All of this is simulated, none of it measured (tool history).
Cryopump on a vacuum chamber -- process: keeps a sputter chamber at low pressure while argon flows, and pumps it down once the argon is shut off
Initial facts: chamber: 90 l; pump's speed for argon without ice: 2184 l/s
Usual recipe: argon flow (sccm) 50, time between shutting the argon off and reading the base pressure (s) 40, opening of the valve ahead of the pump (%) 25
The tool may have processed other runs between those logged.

| run | hour | argon flow (sccm) | time between shutting the argon off and reading the base pressure (s) | opening of the valve ahead of the pump (%) | pressure while argon flows (Pa) | pressure after the wait (uPa) |
|---|---|---|---|---|---|---|
| 1 | 0 | 50 | 40 | 25 | 0.1546 | 2.14 |
| 2 | 49 | 50 | 40 | 25 | 0.1563 | 2.13 |
| 3 | 85.2 | 50 | 40 | 25 | 0.1563 | 2.15 |
| 4 | 118.5 | 50 | 40 | 25 | 0.1566 | 2.25 |
| 5 | 144 | 50 | 40 | 25 | 0.1555 | 2.25 |
| 6 | 186.4 | 50 | 40 | 25 | 0.1576 | 2.37 |
| 7 | 239.6 | 50 | 152 | 25 | 0.1579 | 1.86 |
| 8 | 293 | 50 | 40 | 23 | 0.1729 | 2.4 |
| 9 | 343 | 50 | 40 | 23 | 0.1735 | 2.42 |
| 10 | 394.7 | 50 | 40 | 25 | 0.1626 | 2.52 |
| 11 | 424.1 | 50 | 40 | 25 | 0.1601 | 2.54 |
| 12 | 455.1 | 50 | 40 | 25 | 0.1603 | 2.6 |
| 13 | 507.8 | 50 | 40 | 25 | 0.1623 | 2.6 |
| 14 | 546.6 | 50 | 48 | 25 | 0.1627 | 2.59 |
| 15 | 599 | 50 | 48 | 25 | 0.1639 | 2.71 |
| 16 | 630.3 | 75 | 58 | 25 | 0.2468 | 2.64 |
|  | 635.9 | leaking fittings of the chamber tightened, without venting |
| 17 | 689 | 50 | 31 | 25 | 0.1656 | 1.13 |
| 18 | 718.6 | 26 | 31 | 33 | 0.0665 | 1.15 |
|  | 742.9 | pump warmed up, emptied and cooled again |
| 19 | 754.5 | 26 | 31 | 33 | 0.0611 | 1.12 |
| 20 | 794.4 | 50 | 114 | 35 | 0.1117 | 0.47 |
| 21 | 822.2 | 50 | 263 | 25 | 0.1554 | 0.33 |
| 22 | 873.3 | 39 | 21 | 54 | 0.0577 | 1.5 |
| 23 | 908.5 | 39 | 60 | 54 | 0.0588 | 0.74 |
| 24 | 958.7 | 39 | 60 | 54 | 0.0581 | 0.79 |
| 25 | 996.4 | 39 | 60 | 54 | 0.0585 | 0.83 |
| 26 | 1035.5 | 39 | 60 | 54 | 0.0591 | 0.84 |
| 27 | 1080.1 | 78 | 40 | 30 | 0.2094 | 1.06 |
| 28 | 1104 | 78 | 40 | 30 | 0.2111 | 1.06 |
| 29 | 1135 | 42 | 57 | 30 | 0.113 | 0.92 |

5 ways to go on from here, each from the tool as it stands after run 29. What would each give?
| A | 1170.2 | 68 | 40 | 41 | ? | ? |
| B | 1170.2 | 94 | 39 | 49 | ? | ? |
| C | 1170.2 | 34 | 190 | 15 | ? | ? |
| D | 1170.2 | 80 | 54 | 25 | ? | ? |
| E | 1170.2 | 50 | 45 | 19 | ? | ? |

| run | pressure while argon flows (Pa) | pressure after the wait (uPa) |
|---|---|---|
| A | 0.137 | 1.17 |
| B | 0.1611 | 1.2 |
| C | 0.1809 | 0.63 |
| D | 0.2585 | 0.97 |
| E | 0.2103 | 1.12 |
Had the tool no hidden state, the same runs would have come out as:
| run | pressure while argon flows (Pa) | pressure after the wait (uPa) |
|---|---|---|
| A | 0.1278 | 0.84 |
| B | 0.1484 | 0.85 |
| C | 0.1763 | 0.28 |
| D | 0.2477 | 0.64 |
| E | 0.2035 | 0.77 |
